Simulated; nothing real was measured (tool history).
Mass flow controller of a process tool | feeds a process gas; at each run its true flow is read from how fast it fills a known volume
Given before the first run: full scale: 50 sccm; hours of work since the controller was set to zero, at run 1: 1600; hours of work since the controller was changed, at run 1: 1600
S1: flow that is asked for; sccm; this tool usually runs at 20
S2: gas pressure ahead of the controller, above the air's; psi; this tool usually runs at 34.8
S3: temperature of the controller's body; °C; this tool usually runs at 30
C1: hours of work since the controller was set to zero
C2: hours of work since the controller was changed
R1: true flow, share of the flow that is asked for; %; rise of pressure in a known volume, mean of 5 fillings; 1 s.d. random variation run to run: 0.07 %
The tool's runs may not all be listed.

{"run": 1, "day": 0.0, "S1": 20, "S2": 34.8, "S3": 30, "C1": 1600, "C2": 1600, "R1": 98.96}
{"run": 2, "day": 12.533, "S1": 20, "S2": 25.1, "S3": 30, "C1": 1749, "C2": 1749, "R1": 99.29}
{"run": 3, "day": 23.238, "S1": 20, "S2": 25.1, "S3": 30, "C1": 1876, "C2": 1876, "R1": 99.35}
{"run": 4, "day": 34.621, "S1": 20, "S2": 34.8, "S3": 30, "C1": 2011, "C2": 2011, "R1": 99.05}
{"run": 5, "day": 50.771, "S1": 20, "S2": 34.8, "S3": 32, "C1": 2203, "C2": 2203, "R1": 99.28}
{"run": 6, "day": 58.133, "S1": 20, "S2": 34.8, "S3": 32, "C1": 2290, "C2": 2290, "R1": 99.14}
{"run": 7, "day": 73.667, "S1": 20, "S2": 34.8, "S3": 32, "C1": 2474, "C2": 2474, "R1": 99.23}
{"run": 8, "day": 84.746, "S1": 20, "S2": 34.8, "S3": 30, "C1": 2606, "C2": 2606, "R1": 99.17}
{"run": 9, "day": 98.2, "S1": 20, "S2": 34.8, "S3": 30, "C1": 2765, "C2": 2765, "R1": 99.09}
{"run": 10, "day": 112.242, "S1": 20, "S2": 34.8, "S3": 30, "C1": 2932, "C2": 2932, "R1": 99.1}
{"run": 11, "day": 127.429, "S1": 20, "S2": 34.8, "S3": 30, "C1": 3112, "C2": 3112, "R1": 99.14}
{"run": 12, "day": 135.242, "S1": 20, "S2": 34.8, "S3": 30, "C1": 3205, "C2": 3205, "R1": 99.26}
{"run": 13, "day": 148.35, "S1": 13, "S2": 35.5, "S3": 33, "C1": 3360, "C2": 3360, "R1": 98.51}
{"run": 14, "day": 162.662, "S1": 13, "S2": 35.5, "S3": 33, "C1": 3530, "C2": 3530, "R1": 98.35}
{"day": 163.621, "done": "controller's zero set anew"}
{"run": 15, "day": 171.742, "S1": 20, "S2": 22.6, "S3": 36, "C1": 96, "C2": 3638, "R1": 99.51}
{"run": 16, "day": 180.846, "S1": 20, "S2": 22.6, "S3": 36, "C1": 204, "C2": 3746, "R1": 99.48}
{"run": 17, "day": 190.217, "S1": 20, "S2": 22.6, "S3": 36, "C1": 316, "C2": 3857, "R1": 99.42}
{"run": 18, "day": 200.562, "S1": 20, "S2": 20.3, "S3": 23, "C1": 438, "C2": 3980, "R1": 98.48}
{"run": 19, "day": 217.158, "S1": 11, "S2": 21.9, "S3": 22, "C1": 635, "C2": 4176, "R1": 96.37}
{"run": 20, "day": 225.558, "S1": 20, "S2": 32.3, "S3": 27, "C1": 735, "C2": 4276, "R1": 98.47}
{"day": 232.767, "done": "controller's zero set anew, once more"}
{"run": 21, "day": 233.679, "S1": 9, "S2": 21.6, "S3": 27, "C1": 11, "C2": 4372, "R1": 100.32}
{"run": 22, "day": 245.254, "S1": 20, "S2": 34.8, "S3": 36, "C1": 148, "C2": 4510, "R1": 100.93}
{"run": 23, "day": 256.829, "S1": 6, "S2": 20.5, "S3": 36, "C1": 286, "C2": 4647, "R1": 100.59}
{"run": 24, "day": 271.262, "S1": 6, "S2": 20.5, "S3": 36, "C1": 457, "C2": 4818, "R1": 100.61}

Consider 5 possible next runs. They are alternatives, not a sequence: every one starts from the tool as it was left by run 24. What does each give?
{"run": "A", "day": 280.475, "S1": 10, "S2": 20.5, "S3": 37, "C1": 566, "C2": 4927, "R1": "?"}
{"run": "B", "day": 280.475, "S1": 16, "S2": 34.8, "S3": 39, "C1": 566, "C2": 4927, "R1": "?"}
{"run": "C", "day": 280.475, "S1": 6, "S2": 20.5, "S3": 21, "C1": 566, "C2": 4927, "R1": "?"}
{"run": "D", "day": 280.475, "S1": 27, "S2": 20.5, "S3": 36, "C1": 566, "C2": 4927, "R1": "?"}
{"run": "E", "day": 280.475, "S1": 20, "S2": 36.3, "S3": 28, "C1": 566, "C2": 4927, "R1": "?"}

run=A R1=101.02
run=B R1=101.17
run=C R1=99.45
run=D R1=102.03
run=E R1=100.48
The same runs, with their run-to-run variation unchanged, on a tool lacking any hidden condition would have given:
run=A R1=99.29
run=B R1=99.28
run=C R1=97.98
run=D R1=100.04
run=E R1=98.54

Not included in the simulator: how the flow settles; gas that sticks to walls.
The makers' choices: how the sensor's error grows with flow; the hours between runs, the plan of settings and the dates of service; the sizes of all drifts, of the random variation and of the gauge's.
